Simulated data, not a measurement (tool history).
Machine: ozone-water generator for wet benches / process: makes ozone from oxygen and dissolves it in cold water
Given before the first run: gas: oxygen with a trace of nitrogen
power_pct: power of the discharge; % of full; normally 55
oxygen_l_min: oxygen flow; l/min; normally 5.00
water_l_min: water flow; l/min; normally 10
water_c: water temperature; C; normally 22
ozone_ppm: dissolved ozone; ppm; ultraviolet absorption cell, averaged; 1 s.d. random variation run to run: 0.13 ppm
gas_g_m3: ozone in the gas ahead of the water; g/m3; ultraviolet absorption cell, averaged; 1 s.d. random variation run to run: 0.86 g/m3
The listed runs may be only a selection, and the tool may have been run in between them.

run 1 hour=0.0 | power_pct=55 oxygen_l_min=5.00 water_l_min=10 water_c=22 | ozone_ppm=14.1 gas_g_m3=139.6
run 2 hour=185.2 | power_pct=55 oxygen_l_min=5.00 water_l_min=10 water_c=22 | ozone_ppm=14.2 gas_g_m3=142.3
run 3 hour=275.3 | power_pct=55 oxygen_l_min=5.00 water_l_min=10 water_c=22 | ozone_ppm=14.3 gas_g_m3=140.9
run 4 hour=366.2 | power_pct=41 oxygen_l_min=5.00 water_l_min=10 water_c=22 | ozone_ppm=12.0 gas_g_m3=119.8
run 5 hour=445.3 | power_pct=41 oxygen_l_min=5.00 water_l_min=10 water_c=22 | ozone_ppm=11.8 gas_g_m3=118.3
run 6 hour=574.8 | power_pct=41 oxygen_l_min=5.00 water_l_min=10 water_c=22 | ozone_ppm=12.0 gas_g_m3=119.3
run 7 hour=681.5 | power_pct=55 oxygen_l_min=5.00 water_l_min=10 water_c=23 | ozone_ppm=14.0 gas_g_m3=140.0
run 8 hour=821.5 | power_pct=55 oxygen_l_min=5.00 water_l_min=10 water_c=23 | ozone_ppm=13.8 gas_g_m3=139.9
run 9 hour=976.3 | power_pct=55 oxygen_l_min=5.00 water_l_min=10 water_c=23 | ozone_ppm=13.8 gas_g_m3=140.1
run 10 hour=1090.7 | power_pct=43 oxygen_l_min=5.00 water_l_min=10 water_c=22 | ozone_ppm=12.3 gas_g_m3=121.6
run 11 hour=1258.8 | power_pct=43 oxygen_l_min=5.00 water_l_min=10 water_c=22 | ozone_ppm=12.4 gas_g_m3=121.1
-- hour=1371.9 water thermometer calibrated
run 12 hour=1427.2 | power_pct=43 oxygen_l_min=5.00 water_l_min=10 water_c=22 | ozone_ppm=12.4 gas_g_m3=120.8
run 13 hour=1587.7 | power_pct=55 oxygen_l_min=5.00 water_l_min=10 water_c=19 | ozone_ppm=14.9 gas_g_m3=140.5
run 14 hour=1705.1 | power_pct=55 oxygen_l_min=5.00 water_l_min=10 water_c=22 | ozone_ppm=14.1 gas_g_m3=141.8
run 15 hour=1798.7 | power_pct=55 oxygen_l_min=5.00 water_l_min=10 water_c=15 | ozone_ppm=16.1 gas_g_m3=140.9
run 16 hour=1943.7 | power_pct=55 oxygen_l_min=5.00 water_l_min=10 water_c=22 | ozone_ppm=14.1 gas_g_m3=140.1
run 17 hour=2105.4 | power_pct=55 oxygen_l_min=5.00 water_l_min=10 water_c=22 | ozone_ppm=14.3 gas_g_m3=141.9
run 18 hour=2206.0 | power_pct=55 oxygen_l_min=5.00 water_l_min=10 water_c=22 | ozone_ppm=14.2 gas_g_m3=141.1
run 19 hour=2337.6 | power_pct=55 oxygen_l_min=5.00 water_l_min=10 water_c=22 | ozone_ppm=14.0 gas_g_m3=140.9
run 20 hour=2487.9 | power_pct=55 oxygen_l_min=2.87 water_l_min=10 water_c=22 | ozone_ppm=14.5 gas_g_m3=180.9
run 21 hour=2637.7 | power_pct=42 oxygen_l_min=3.69 water_l_min=14 water_c=17 | ozone_ppm=9.5 gas_g_m3=138.6
run 22 hour=2745.6 | power_pct=74 oxygen_l_min=3.57 water_l_min=10 water_c=22 | ozone_ppm=17.2 gas_g_m3=194.2
run 23 hour=2856.4 | power_pct=55 oxygen_l_min=4.20 water_l_min=10 water_c=22 | ozone_ppm=14.4 gas_g_m3=151.8

Predict the results of run 24:
run 24 hour=2948.6 | power_pct=76 oxygen_l_min=5.00 water_l_min=10 water_c=22 | ozone_ppm=? gas_g_m3=?

{"run 24": {"ozone_ppm": 17.0, "gas_g_m3": 168.8}}
The same run, on a tool lacking any hidden state, would have yielded ozone_ppm 17.1 ppm, gas_g_m3 169.1 g/m3.

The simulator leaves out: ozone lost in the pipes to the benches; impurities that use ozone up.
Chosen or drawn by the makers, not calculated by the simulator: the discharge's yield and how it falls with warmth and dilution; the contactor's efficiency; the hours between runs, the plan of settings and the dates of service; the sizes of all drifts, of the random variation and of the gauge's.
